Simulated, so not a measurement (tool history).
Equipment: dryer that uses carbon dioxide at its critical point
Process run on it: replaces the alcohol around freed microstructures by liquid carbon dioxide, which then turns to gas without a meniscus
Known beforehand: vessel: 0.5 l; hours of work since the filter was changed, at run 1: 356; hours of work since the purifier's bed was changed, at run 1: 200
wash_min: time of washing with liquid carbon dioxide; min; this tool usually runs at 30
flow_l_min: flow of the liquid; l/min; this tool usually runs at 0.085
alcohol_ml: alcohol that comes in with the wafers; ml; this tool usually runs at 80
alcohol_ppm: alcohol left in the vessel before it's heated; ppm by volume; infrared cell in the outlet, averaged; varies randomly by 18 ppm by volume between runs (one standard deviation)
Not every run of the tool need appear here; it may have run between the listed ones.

| run | hour | wash_min | flow_l_min | alcohol_ml | hours of work since the filter was changed | hours of work since the purifier's bed was changed | alcohol_ppm |
|---|---|---|---|---|---|---|---|
| 1 | 0 | 30 | 0.085 | 80 | 356 | 200 | 2084 |
| 2 | 11.9 | 30 | 0.085 | 64 | 360 | 205 | 1666 |
| 3 | 22.9 | 30 | 0.085 | 27 | 365 | 209 | 731 |
| 4 | 30.1 | 30 | 0.085 | 27 | 368 | 212 | 737 |
| 5 | 42.1 | 30 | 0.085 | 27 | 372 | 217 | 749 |
| 6 | 50.7 | 30 | 0.085 | 80 | 376 | 220 | 2114 |
| 7 | 58 | 31 | 0.085 | 80 | 379 | 223 | 1914 |
| 8 | 69.2 | 30 | 0.085 | 80 | 383 | 228 | 2180 |
| 9 | 77 | 30 | 0.085 | 80 | 386 | 231 | 2164 |
| 10 | 82.5 | 30 | 0.085 | 80 | 388 | 233 | 2130 |
| 11 | 93 | 30 | 0.085 | 80 | 392 | 237 | 2247 |
| 12 | 104.5 | 30 | 0.085 | 80 | 397 | 242 | 2153 |
| 13 | 114.9 | 30 | 0.085 | 80 | 401 | 246 | 2208 |
| 14 | 124.1 | 30 | 0.085 | 80 | 405 | 249 | 2227 |
| 15 | 136.5 | 21 | 0.085 | 21 | 410 | 254 | 2171 |
| 16 | 147.5 | 21 | 0.085 | 21 | 414 | 259 | 2180 |
| 17 | 158.3 | 21 | 0.085 | 21 | 418 | 263 | 2259 |
| 18 | 164.7 | 30 | 0.1184 | 45 | 421 | 265 | 252 |
| 19 | 170.1 | 30 | 0.1184 | 45 | 423 | 268 | 249 |
| 20 | 175.8 | 30 | 0.1184 | 45 | 425 | 270 | 253 |
| 21 | 181.1 | 41 | 0.0821 | 80 | 427 | 272 | 627 |

Each row is a separate what-if for the run after 21, all from the same tool condition, not one after another. Results?
| A | 192.2 | 44 | 0.0821 | 80 | 432 | 276 | ? |
| B | 192.2 | 19 | 0.0693 | 80 | 432 | 276 | ? |
| C | 192.2 | 31 | 0.1021 | 80 | 432 | 276 | ? |
| D | 192.2 | 25 | 0.0535 | 32 | 432 | 276 | ? |
| E | 192.2 | 35 | 0.1046 | 20 | 432 | 276 | ? |

| run | alcohol_ppm |
|---|---|
| A | 446 |
| B | 19105 |
| C | 819 |
| D | 7605 |
| E | 121 |
Stripped of hidden state, with their random variation kept, the same runs would have yielded:
| run | alcohol_ppm |
|---|---|
| A | 165 |
| B | 13438 |
| C | 337 |
| D | 5343 |
| E | 40 |

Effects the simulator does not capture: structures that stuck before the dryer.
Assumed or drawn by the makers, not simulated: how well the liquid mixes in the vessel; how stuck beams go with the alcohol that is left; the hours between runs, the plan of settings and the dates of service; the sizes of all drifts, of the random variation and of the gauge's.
